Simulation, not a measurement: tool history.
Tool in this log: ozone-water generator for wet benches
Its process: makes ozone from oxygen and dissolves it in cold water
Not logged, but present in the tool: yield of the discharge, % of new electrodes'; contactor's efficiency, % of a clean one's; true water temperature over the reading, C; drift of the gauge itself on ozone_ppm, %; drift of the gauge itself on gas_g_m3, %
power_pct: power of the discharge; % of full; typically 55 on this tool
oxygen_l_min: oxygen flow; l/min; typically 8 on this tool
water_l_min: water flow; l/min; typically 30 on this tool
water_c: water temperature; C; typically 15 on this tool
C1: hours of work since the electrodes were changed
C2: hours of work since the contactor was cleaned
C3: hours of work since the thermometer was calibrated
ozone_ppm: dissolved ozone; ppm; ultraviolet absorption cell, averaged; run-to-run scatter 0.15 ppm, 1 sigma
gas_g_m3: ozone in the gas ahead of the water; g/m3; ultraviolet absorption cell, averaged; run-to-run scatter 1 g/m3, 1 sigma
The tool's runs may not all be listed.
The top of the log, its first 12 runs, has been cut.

{"run": 13, "hour": 743.0, "power_pct": 86, "oxygen_l_min": 7.68, "water_l_min": 30, "water_c": 15, "C1": 3346, "C2": 3121, "C3": 4553, "ozone_ppm": 27.8, "gas_g_m3": 265.9}
{"run": 14, "hour": 802.3, "power_pct": 55, "oxygen_l_min": 8, "water_l_min": 45, "water_c": 15, "C1": 3402, "C2": 3177, "C3": 4609, "ozone_ppm": 13.4, "gas_g_m3": 178.4}
{"run": 15, "hour": 859.3, "power_pct": 55, "oxygen_l_min": 8, "water_l_min": 30, "water_c": 18, "C1": 3456, "C2": 3231, "C3": 4662, "ozone_ppm": 18.7, "gas_g_m3": 180.2}
{"run": 16, "hour": 908.0, "power_pct": 55, "oxygen_l_min": 8, "water_l_min": 30, "water_c": 18, "C1": 3502, "C2": 3277, "C3": 4708, "ozone_ppm": 18.6, "gas_g_m3": 179.4}
{"run": 17, "hour": 947.6, "power_pct": 41, "oxygen_l_min": 8, "water_l_min": 37, "water_c": 18, "C1": 3539, "C2": 3314, "C3": 4746, "ozone_ppm": 12.3, "gas_g_m3": 140.8}
{"run": 18, "hour": 990.6, "power_pct": 41, "oxygen_l_min": 9.31, "water_l_min": 29, "water_c": 11, "C1": 3580, "C2": 3355, "C3": 4786, "ozone_ppm": 16.4, "gas_g_m3": 132.4}
{"run": 19, "hour": 1054.8, "power_pct": 41, "oxygen_l_min": 9.31, "water_l_min": 29, "water_c": 11, "C1": 3640, "C2": 3415, "C3": 4847, "ozone_ppm": 16.6, "gas_g_m3": 132.4}
{"run": 20, "hour": 1132.6, "power_pct": 41, "oxygen_l_min": 9.31, "water_l_min": 29, "water_c": 11, "C1": 3714, "C2": 3488, "C3": 4920, "ozone_ppm": 16.5, "gas_g_m3": 130.9}
{"run": 21, "hour": 1172.3, "power_pct": 67, "oxygen_l_min": 8.97, "water_l_min": 18, "water_c": 11, "C1": 3751, "C2": 3526, "C3": 4957, "ozone_ppm": 34.8, "gas_g_m3": 201.8}
{"run": 22, "hour": 1210.9, "power_pct": 66, "oxygen_l_min": 8.03, "water_l_min": 30, "water_c": 12, "C1": 3787, "C2": 3562, "C3": 4994, "ozone_ppm": 23.1, "gas_g_m3": 208.2}
{"run": 23, "hour": 1271.0, "power_pct": 53, "oxygen_l_min": 8, "water_l_min": 27, "water_c": 15, "C1": 3844, "C2": 3619, "C3": 5050, "ozone_ppm": 20.2, "gas_g_m3": 171.9}
{"hour": 1286.9, "done": "contactor cleaned"}
{"run": 24, "hour": 1335.4, "power_pct": 74, "oxygen_l_min": 4.94, "water_l_min": 21, "water_c": 15, "C1": 3901, "C2": 46, "C3": 5107, "ozone_ppm": 30.4, "gas_g_m3": 279}
{"run": 25, "hour": 1424.3, "power_pct": 87, "oxygen_l_min": 8, "water_l_min": 19, "water_c": 15, "C1": 3985, "C2": 130, "C3": 5191, "ozone_ppm": 39.1, "gas_g_m3": 257}
{"run": 26, "hour": 1516.9, "power_pct": 55, "oxygen_l_min": 6.44, "water_l_min": 23, "water_c": 7, "C1": 4072, "C2": 217, "C3": 5278, "ozone_ppm": 25.8, "gas_g_m3": 196}
{"run": 27, "hour": 1570.9, "power_pct": 64, "oxygen_l_min": 6.44, "water_l_min": 23, "water_c": 7, "C1": 4123, "C2": 268, "C3": 5329, "ozone_ppm": 29.1, "gas_g_m3": 222.1}
{"run": 28, "hour": 1631.8, "power_pct": 55, "oxygen_l_min": 8, "water_l_min": 45, "water_c": 15, "C1": 4180, "C2": 325, "C3": 5386, "ozone_ppm": 13.4, "gas_g_m3": 179.6}
{"run": 29, "hour": 1702.0, "power_pct": 55, "oxygen_l_min": 13.18, "water_l_min": 26, "water_c": 15, "C1": 4246, "C2": 391, "C3": 5453, "ozone_ppm": 21.8, "gas_g_m3": 143.6}
{"run": 30, "hour": 1770.3, "power_pct": 55, "oxygen_l_min": 13.18, "water_l_min": 26, "water_c": 15, "C1": 4311, "C2": 455, "C3": 5517, "ozone_ppm": 21.9, "gas_g_m3": 144.2}
{"run": 31, "hour": 1856.0, "power_pct": 55, "oxygen_l_min": 13.18, "water_l_min": 26, "water_c": 15, "C1": 4391, "C2": 536, "C3": 5598, "ozone_ppm": 21.8, "gas_g_m3": 144.7}
{"run": 32, "hour": 1949.3, "power_pct": 55, "oxygen_l_min": 13.18, "water_l_min": 26, "water_c": 17, "C1": 4479, "C2": 624, "C3": 5686, "ozone_ppm": 21.1, "gas_g_m3": 143}

5 ways to go on from here, each from the tool as it stands after run 32. What would each give?
{"run": "A", "hour": 2010.0, "power_pct": 68, "oxygen_l_min": 8, "water_l_min": 30, "water_c": 15, "C1": 4537, "C2": 681, "C3": 5743, "ozone_ppm": "?", "gas_g_m3": "?"}
{"run": "B", "hour": 2010.0, "power_pct": 49, "oxygen_l_min": 9.7, "water_l_min": 42, "water_c": 15, "C1": 4537, "C2": 681, "C3": 5743, "ozone_ppm": "?", "gas_g_m3": "?"}
{"run": "C", "hour": 2010.0, "power_pct": 55, "oxygen_l_min": 4.73, "water_l_min": 26, "water_c": 17, "C1": 4537, "C2": 681, "C3": 5743, "ozone_ppm": "?", "gas_g_m3": "?"}
{"run": "D", "hour": 2010.0, "power_pct": 78, "oxygen_l_min": 12.79, "water_l_min": 26, "water_c": 14, "C1": 4537, "C2": 681, "C3": 5743, "ozone_ppm": "?", "gas_g_m3": "?"}
{"run": "E", "hour": 2010.0, "power_pct": 55, "oxygen_l_min": 4.53, "water_l_min": 30, "water_c": 10, "C1": 4537, "C2": 681, "C3": 5743, "ozone_ppm": "?", "gas_g_m3": "?"}

run=A ozone_ppm=22.8 gas_g_m3=211.4
run=B ozone_ppm=13.5 gas_g_m3=149
run=C ozone_ppm=19.3 gas_g_m3=223.2
run=D ozone_ppm=29.8 gas_g_m3=193.3
run=E ozone_ppm=17.7 gas_g_m3=232.5
With the hidden condition removed and each run's random variation left untouched, the same runs would have given:
run=A ozone_ppm=22.8 gas_g_m3=211.8
run=B ozone_ppm=13.6 gas_g_m3=149.2
run=C ozone_ppm=19.3 gas_g_m3=223.6
run=D ozone_ppm=29.8 gas_g_m3=193.8
run=E ozone_ppm=17.8 gas_g_m3=232.9
